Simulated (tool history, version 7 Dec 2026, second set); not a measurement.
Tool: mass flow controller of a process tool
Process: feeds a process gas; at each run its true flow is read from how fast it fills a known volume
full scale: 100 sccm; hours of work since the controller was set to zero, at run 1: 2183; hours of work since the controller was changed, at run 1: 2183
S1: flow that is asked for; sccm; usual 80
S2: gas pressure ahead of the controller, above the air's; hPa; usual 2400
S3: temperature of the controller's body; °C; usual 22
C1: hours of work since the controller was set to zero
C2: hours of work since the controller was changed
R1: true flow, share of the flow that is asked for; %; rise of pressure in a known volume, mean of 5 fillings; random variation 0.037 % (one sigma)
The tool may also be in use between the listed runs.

run    hour  S1    S2  S3    C1    C2     R1
  1     0.0  80  2400  22  2183  2183  99.80
  2    74.4  80  2400  22  2240  2240  99.72
  3   169.4  80  1770  22  2313  2313  99.25
  4   243.5  80  2400  22  2369  2369  99.49
  5   300.7  80  2400  22  2413  2413  99.50
  6   362.0  80  2400  22  2460  2460  99.36
  7   419.3  80  2400  22  2504  2504  99.28
  8   471.0  80  2410  22  2543  2543  99.31
  9   546.9  80  2400  22  2601  2601  99.17
 10   619.8  80  2400  22  2657  2657  99.06
 11   687.7  80  2400  28  2709  2709  98.57
 12   743.6  80  1940  28  2752  2752  98.25
 13   826.2  80  1940  28  2815  2815  98.08
 14   943.8  80  1940  28  2905  2905  97.99
 15  1054.2  80  1940  28  2989  2989  97.82
 16  1111.0  80  2400  22  3032  3032  98.42
 17  1188.8  80  2400  22  3092  3092  98.31
 18  1306.1  80  2400  22  3181  3181  98.26
 19  1383.7  80  2400  22  3241  3241  98.14
 20  1434.3  80  2400  22  3279  3279  98.15
 21  1491.7  80  2400  32  3323  3323  97.21
 22  1591.7  80  2400  32  3400  3400  97.07
 23  1655.8  80  2400  32  3449  3449  97.01
 24  1728.1  80  2400  22  3504  3504  97.71
 25  1822.4  24  2670  22  3576  3576  96.04
 26  1909.6  80  2130  22  3643  3643  97.31
 27  1992.6  80  2130  22  3706  3706  97.23
 28  2059.1  80  2420  22  3757  3757  97.34
 29  2132.4  80  2420  22  3813  3813  97.27
 30  2182.6  23  2070  27  3851  3851  94.83
 31  2268.1  23  2070  27  3917  3917  94.77
 32  2356.2  23  2070  27  3984  3984  94.70
 33  2416.1  27  1810  21  4030  4030  94.99
     2430.5  -- gauge calibrated
 34  2516.0  37  2080  25  4106  4106  97.92
 35  2620.6  96  1510  34  4186  4186  98.68
 36  2669.1  95  1510  33  4223  4223  98.66
 37  2732.3  88  2240  32  4271  4271  98.80
 38  2784.1  17  2030  24  4311  4311  97.08
 39  2837.8  17  2700  24  4352  4352  97.37
 40  2921.5  17  2700  24  4416  4416  97.22
 41  3016.4  17  2670  24  4488  4488  97.13
 42  3068.0  56  2350  39  4528  4528  96.87
 43  3142.5  56  2350  39  4585  4585  96.82
 44  3219.5  45  1790  26  4643  4643  97.09
 45  3297.6  57  2000  22  4703  4703  97.90
 46  3378.6  21  1570  22  4765  4765  96.42
 47  3498.2  80  1990  23  4856  4856  98.24

5 ways to go on from here, each from the tool as it stands after run 47. What would each give?
  A  3567.5  44  1640  37  4909  4909   ?
  B  3567.5  80  2400  28  4909  4909   ?
  C  3567.5  80  1930  30  4909  4909   ?
  D  3567.5  26  2540  34  4909  4909   ?
  E  3567.5  80  2400  30  4909  4909   ?

run     R1
  A  95.73
  B  98.07
  C  97.60
  D  95.96
  E  97.86
Without the tool's hidden state the same runs would have given:
run     R1
  A  97.08
  B  99.44
  C  98.97
  D  97.32
  E  99.23
